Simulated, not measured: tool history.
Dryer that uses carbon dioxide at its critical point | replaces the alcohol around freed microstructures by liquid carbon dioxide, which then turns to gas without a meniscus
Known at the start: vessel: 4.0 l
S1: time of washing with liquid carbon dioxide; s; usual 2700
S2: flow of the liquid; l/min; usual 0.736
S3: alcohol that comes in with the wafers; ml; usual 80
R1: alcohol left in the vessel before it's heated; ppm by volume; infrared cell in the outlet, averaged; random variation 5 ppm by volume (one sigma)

run,hour,S1,S2,S3,R1
1,0.0,2700,0.736,80,45
2,5.6,2700,0.736,80,44
3,18.5,2700,0.736,80,53
4,31.3,2700,0.736,80,48
5,40.6,2700,0.736,80,46
6,50.7,2700,0.736,80,47
7,63.7,2100,0.736,80,103
8,76.9,2100,0.736,80,103
9,87.0,2100,0.736,80,102
10,98.3,2100,0.736,80,94
11,105.0,2220,0.736,80,81
12,115.8,1920,0.751,82,135
13,126.2,2820,1.192,77,55
14,134.8,2820,0.691,91,58
15,147.7,2820,0.651,22,63
16,160.2,2820,0.651,22,58
17,168.7,2820,0.651,22,67
18,179.6,3300,0.578,110,72

4 ways to go on from here, each from the tool as it stands after run 18. What would each give?
A,192.2,3300,0.578,81,?
B,192.2,3720,1.065,32,?
C,192.2,3060,0.736,80,?
D,192.2,1800,0.569,22,?

run,R1
A,67
B,59
C,66
D,178
Without the tool's hidden state the same runs would have given:
run,R1
A,11
B,7
C,11
D,109
